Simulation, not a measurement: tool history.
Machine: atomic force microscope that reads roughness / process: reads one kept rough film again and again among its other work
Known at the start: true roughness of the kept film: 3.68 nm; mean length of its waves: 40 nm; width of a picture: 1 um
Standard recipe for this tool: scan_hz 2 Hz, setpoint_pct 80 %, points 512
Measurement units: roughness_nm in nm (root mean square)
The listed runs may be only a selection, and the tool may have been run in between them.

run,day,scan_hz,setpoint_pct,points,roughness_nm
1,0,2,80,512,2.831
2,0.638,2,77,512,2.833
# day 1.292: new tip fitted
3,1.542,2,77,512,3.145
4,2.075,2,77,512,3.122
5,3.108,2,80,512,2.973
6,3.746,2,80,512,2.966
7,4.304,2,80,512,2.895
8,5.292,2,80,512,2.864
9,5.983,2,80,512,2.816
10,6.596,2,65,512,2.899
# day 7.279: new tip fitted
11,7.367,2,65,512,3.259
12,8.417,2,80,512,3.046
13,8.958,2,80,512,3.017
14,9.488,0.82,80,512,3.097
15,10.117,0.82,80,512,3.078
16,10.988,0.82,80,512,3.003
17,11.758,0.82,80,512,2.965
18,12.279,0.82,80,512,2.93
19,12.904,0.51,76,983,2.966
# day 13.333: new tip fitted
20,13.958,2,80,702,3.122
21,14.954,2,86,613,2.984
22,15.912,2.32,67,345,3.09
23,16.596,2.32,76,574,2.953
24,17.217,0.94,87,347,2.968
25,17.833,2,78,286,2.88
26,18.617,2.2,74,286,2.87
27,19.217,2.2,74,286,2.819
# day 19.321: new tip fitted
28,20.117,2.2,74,286,3.14
29,20.75,2.39,81,814,3.018
30,21.329,2,81,526,3.031
31,22.304,2,81,526,2.951
32,22.833,3.99,88,415,2.616
33,23.692,2,59,512,3.022
34,24.367,1.98,74,924,2.906
# day 25.346: new tip fitted
35,25.367,0.64,80,512,3.293
36,26.071,0.64,80,512,3.224

Forecast each of these 3 alternatives for the next run:
A,27.125,0.64,56,512,?
B,27.125,3.82,80,512,?
C,27.125,1.52,77,388,?

run,roughness_nm
A,3.236
B,2.885
C,3.109
Without the tool's unlogged condition, the same runs would have read:
run,roughness_nm
A,3.343
B,2.981
C,3.212
